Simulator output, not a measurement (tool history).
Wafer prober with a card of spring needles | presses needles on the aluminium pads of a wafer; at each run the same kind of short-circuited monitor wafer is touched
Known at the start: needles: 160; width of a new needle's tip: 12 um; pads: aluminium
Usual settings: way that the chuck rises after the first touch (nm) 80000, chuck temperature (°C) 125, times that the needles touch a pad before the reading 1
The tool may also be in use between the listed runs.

run    hour  way that the chuck rises after the first touch (nm)  chuck temperature (°C)  times that the needles touch a pad before the reading  resistance of one needle with its contact and lead (mohm)  way that a needle slides on the pad (nm)
  1     0.0                                                80000                     125                                                      1                                                        156                                     19010
        6.8  -- tips cleaned on abrasive film
       13.6  -- tips cleaned on abrasive film
       22.1  -- tips cleaned on abrasive film
       30.6  -- tips cleaned on abrasive film
       39.1  -- tips cleaned on abrasive film
       47.5  -- tips cleaned on abrasive film
       56.0  -- tips cleaned on abrasive film
  2    56.9                                                80000                     125                                                      1                                                        165                                     18600
       63.7  -- tips cleaned on abrasive film
       70.5  -- tips cleaned on abrasive film
       77.3  -- tips cleaned on abrasive film
       84.1  -- tips cleaned on abrasive film
       92.6  -- tips cleaned on abrasive film
      101.1  -- tips cleaned on abrasive film
      109.6  -- tips cleaned on abrasive film
      116.4  -- tips cleaned on abrasive film
      123.2  -- tips cleaned on abrasive film
  3   124.2                                                89000                     125                                                      1                                                        161                                     20440
      131.0  -- tips cleaned on abrasive film
      137.8  -- tips cleaned on abrasive film
      144.6  -- tips cleaned on abrasive film
      151.4  -- tips cleaned on abrasive film
      159.9  -- tips cleaned on abrasive film
      166.7  -- tips cleaned on abrasive film
      173.5  -- tips cleaned on abrasive film
      180.8  -- tips cleaned on abrasive film
  4   180.8                                                89000                     125                                                      1                                                        152                                     20480
      189.3  -- tips cleaned on abrasive film
      196.1  -- tips cleaned on abrasive film
      202.9  -- tips cleaned on abrasive film
      209.7  -- tips cleaned on abrasive film
      218.2  -- tips cleaned on abrasive film
      226.7  -- tips cleaned on abrasive film
      233.5  -- tips cleaned on abrasive film
      242.0  -- tips cleaned on abrasive film
      248.8  -- tips cleaned on abrasive film
  5   249.0                                                89000                     125                                                      1                                                        152                                     20300
      255.8  -- tips cleaned on abrasive film
      259.4  -- height of the first contact set anew
      264.6  -- tips cleaned on abrasive film
      271.4  -- tips cleaned on abrasive film
      279.9  -- tips cleaned on abrasive film
      286.7  -- tips cleaned on abrasive film
      295.2  -- tips cleaned on abrasive film
      303.6  -- tips cleaned on abrasive film
      312.1  -- tips cleaned on abrasive film
      318.9  -- tips cleaned on abrasive film
      327.4  -- tips cleaned on abrasive film
  6   329.4                                                73000                     125                                                      1                                                        183                                     15960
      334.6  -- tips cleaned on abrasive film
      341.4  -- tips cleaned on abrasive film
      349.8  -- tips cleaned on abrasive film
      356.7  -- tips cleaned on abrasive film
      365.1  -- tips cleaned on abrasive film
      373.6  -- tips cleaned on abrasive film
      382.1  -- tips cleaned on abrasive film
      390.6  -- tips cleaned on abrasive film
      399.1  -- tips cleaned on abrasive film
  7   403.2                                                73000                     125                                                      1                                                        210                                     15540
      406.7  -- tips cleaned on abrasive film
      415.1  -- tips cleaned on abrasive film
      423.6  -- tips cleaned on abrasive film
      425.6  -- height of the first contact set anew, once more
      430.7  -- tips cleaned on abrasive film
      437.5  -- tips cleaned on abrasive film
      446.0  -- tips cleaned on abrasive film
      454.5  -- tips cleaned on abrasive film
      463.0  -- tips cleaned on abrasive film
      471.5  -- tips cleaned on abrasive film
      480.0  -- tips cleaned on abrasive film
  8   486.5                                                80000                     125                                                      1                                                        206                                     18630
      488.3  -- tips cleaned on abrasive film
      496.8  -- tips cleaned on abrasive film
      505.3  -- tips cleaned on abrasive film
      512.1  -- tips cleaned on abrasive film
      520.6  -- tips cleaned on abrasive film
      529.0  -- tips cleaned on abrasive film
      537.5  -- tips cleaned on abrasive film
  9   538.0                                                80000                     125                                                      1                                                        166                                     18610
      544.8  -- tips cleaned on abrasive film
      553.3  -- tips cleaned on abrasive film
      560.1  -- tips cleaned on abrasive film
      568.6  -- tips cleaned on abrasive film
      575.4  -- tips cleaned on abrasive film
      583.9  -- tips cleaned on abrasive film
      592.4  -- tips cleaned on abrasive film
 10   598.0                                                80000                      36                                                      1                                                        200                                     18580
      599.8  -- tips cleaned on abrasive film
      608.3  -- tips cleaned on abrasive film
      616.8  -- tips cleaned on abrasive film
      625.2  -- tips cleaned on abrasive film
      632.0  -- tips cleaned on abrasive film
      638.9  -- tips cleaned on abrasive film
      647.3  -- tips cleaned on abrasive film
      655.8  -- tips cleaned on abrasive film
      664.3  -- tips cleaned on abrasive film
      672.8  -- tips cleaned on abrasive film
      681.3  -- tips cleaned on abrasive film
 11   685.2                                                65000                     124                                                      1                                                        218                                     14710
      688.6  -- tips cleaned on abrasive film
      690.6  -- height of the first contact set anew
      695.7  -- tips cleaned on abrasive film
      704.2  -- tips cleaned on abrasive film
      712.7  -- tips cleaned on abrasive film
      719.5  -- tips cleaned on abrasive film
      728.0  -- tips cleaned on abrasive film
      736.5  -- tips cleaned on abrasive film
      743.3  -- tips cleaned on abrasive film
 12   749.3                                                62000                      43                                                      2                                                        205                                     14470
      751.1  -- tips cleaned on abrasive film
      757.9  -- tips cleaned on abrasive film
      766.3  -- tips cleaned on abrasive film
      774.8  -- tips cleaned on abrasive film
      781.6  -- tips cleaned on abrasive film
      790.1  -- tips cleaned on abrasive film
      796.9  -- tips cleaned on abrasive film
      805.4  -- tips cleaned on abrasive film
      813.9  -- tips cleaned on abrasive film
      822.4  -- tips cleaned on abrasive film
 13   827.4                                                67000                      96                                                      1                                                        238                                     15550
      830.8  -- tips cleaned on abrasive film
      839.3  -- tips cleaned on abrasive film
      847.8  -- tips cleaned on abrasive film
      854.6  -- tips cleaned on abrasive film
      863.1  -- tips cleaned on abrasive film
      869.9  -- tips cleaned on abrasive film
      878.4  -- tips cleaned on abrasive film
      886.9  -- tips cleaned on abrasive film
      895.4  -- tips cleaned on abrasive film
      902.2  -- tips cleaned on abrasive film
      910.7  -- tips cleaned on abrasive film
 14   912.8                                                78000                      38                                                      1                                                        175                                     17980
      918.0  -- tips cleaned on abrasive film
      926.5  -- tips cleaned on abrasive film
      934.9  -- tips cleaned on abrasive film
      941.8  -- tips cleaned on abrasive film
      950.2  -- tips cleaned on abrasive film
      955.6  -- height of the first contact set anew
      957.3  -- tips cleaned on abrasive film
      964.2  -- tips cleaned on abrasive film
      972.6  -- tips cleaned on abrasive film
      981.1  -- tips cleaned on abrasive film
      989.6  -- tips cleaned on abrasive film
      996.4  -- tips cleaned on abrasive film
 15   998.5                                                78000                      62                                                      1                                                        188                                     18110
     1003.6  -- tips cleaned on abrasive film
     1012.1  -- tips cleaned on abrasive film
     1020.6  -- tips cleaned on abrasive film
     1027.4  -- tips cleaned on abrasive film
     1034.2  -- tips cleaned on abrasive film
     1042.7  -- tips cleaned on abrasive film
     1051.2  -- tips cleaned on abrasive film
     1058.0  -- tips cleaned on abrasive film
     1066.5  -- tips cleaned on abrasive film
     1073.3  -- tips cleaned on abrasive film
 16  1079.5                                                61000                      41                                                      1                                                        287                                     13990
     1081.3  -- tips cleaned on abrasive film
     1088.1  -- tips cleaned on abrasive film
     1094.9  -- tips cleaned on abrasive film
     1103.4  -- tips cleaned on abrasive film
     1110.2  -- tips cleaned on abrasive film
     1117.0  -- tips cleaned on abrasive film
     1125.5  -- tips cleaned on abrasive film
 17  1131.1                                                61000                     103                                                      2                                                        235                                     13990

The next listed run, before its measurement:
     1132.9  -- tips cleaned on abrasive film
     1139.7  -- tips cleaned on abrasive film
     1148.2  -- tips cleaned on abrasive film
     1156.6  -- tips cleaned on abrasive film
     1165.1  -- tips cleaned on abrasive film
     1171.9  -- tips cleaned on abrasive film
     1178.7  -- tips cleaned on abrasive film
     1187.2  -- tips cleaned on abrasive film
     1194.0  -- tips cleaned on abrasive film
     1202.5  -- tips cleaned on abrasive film
 18  1207.2                                                61000                     103                                                      2                                                          ?                                         ?

resistance of one needle with its contact and lead (mohm): 224
way that a needle slides on the pad (nm): 13230
Without the tool's hidden state the same run would have given resistance of one needle with its contact and lead (mohm) 147, way that a needle slides on the pad (nm) 14160.
